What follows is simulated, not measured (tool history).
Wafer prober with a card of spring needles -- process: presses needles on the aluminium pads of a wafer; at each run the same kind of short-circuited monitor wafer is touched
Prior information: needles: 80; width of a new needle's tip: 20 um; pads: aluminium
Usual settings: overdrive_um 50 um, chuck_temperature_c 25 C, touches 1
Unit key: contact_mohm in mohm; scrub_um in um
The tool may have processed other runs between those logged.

run,hour,overdrive_um,chuck_temperature_c,touches,contact_mohm,scrub_um
1,0,50,25,1,195,13.89
# hour 7.9: tips cleaned on abrasive film
2,15.1,38,25,1,218,10.53
3,21.5,38,25,1,238,10.53
# hour 23.5: tips cleaned on abrasive film
4,36.7,50,25,1,200,13.84
# hour 39.5: tips cleaned on abrasive film
5,51.6,50,25,1,202,13.83
# hour 56: tips cleaned on abrasive film
6,62.9,50,25,1,189,13.8
# hour 72.1: tips cleaned on abrasive film
# hour 73.7: height of the first contact set anew
7,76.2,50,25,1,179,13.69
# hour 88.2: tips cleaned on abrasive film
8,88.2,50,25,3,154,13.65
9,102.4,50,25,3,173,13.65
# hour 104.8: tips cleaned on abrasive film
10,116.3,50,25,3,171,13.64
# hour 120.8: tips cleaned on abrasive film
11,131.7,33,25,1,266,8.88
# hour 136.5: tips cleaned on abrasive film
12,144,33,25,1,249,8.86
# hour 152.7: height of the first contact set anew, once more
# hour 152.8: tips cleaned on abrasive film
13,155.8,50,25,1,174,13.92
14,164.8,50,25,1,196,13.92
# hour 169: tips cleaned on abrasive film
15,174.1,50,25,1,184,13.9
16,182.9,45,25,1,210,12.5
# hour 185.5: tips cleaned on abrasive film
17,189.7,45,25,1,189,12.49
# hour 201.1: tips cleaned on abrasive film
18,201.1,45,75,2,173,12.47
19,208.1,53,74,2,183,14.71
# hour 217.3: tips cleaned on abrasive film
20,220.8,33,74,1,229,9.09
# hour 233.1: tips cleaned on abrasive film
21,233.1,54,67,1,164,14.94
22,239.4,62,49,2,171,17.19
# hour 249.8: tips cleaned on abrasive film
23,250.3,50,25,3,162,13.81
24,261.8,50,25,3,176,13.79
# hour 266.1: tips cleaned on abrasive film
25,276.9,40,48,1,228,10.98
# hour 281.8: tips cleaned on abrasive film
26,284.5,32,97,1,227,8.77
# hour 290.2: height of the first contact set anew
27,291.3,32,97,1,267,8.91
# hour 297.8: tips cleaned on abrasive film
28,303.7,64,41,1,174,17.82
# hour 313.6: tips cleaned on abrasive film
29,319,59,41,2,173,16.43
# hour 330.3: tips cleaned on abrasive film
30,332.3,59,41,2,163,16.38
# hour 346.5: tips cleaned on abrasive film
31,348.1,68,55,3,160,18.91
32,359.9,68,55,3,163,18.88

What will run 33 give?
# hour 362.4: tips cleaned on abrasive film
33,369.7,50,31,2,?,?

contact_mohm: 178 mohm
scrub_um: 13.85 um
Take away the tool's hidden state, keep the run-to-run variation as it was, and the same run would have given contact_mohm 155 mohm, scrub_um 13.94 um.
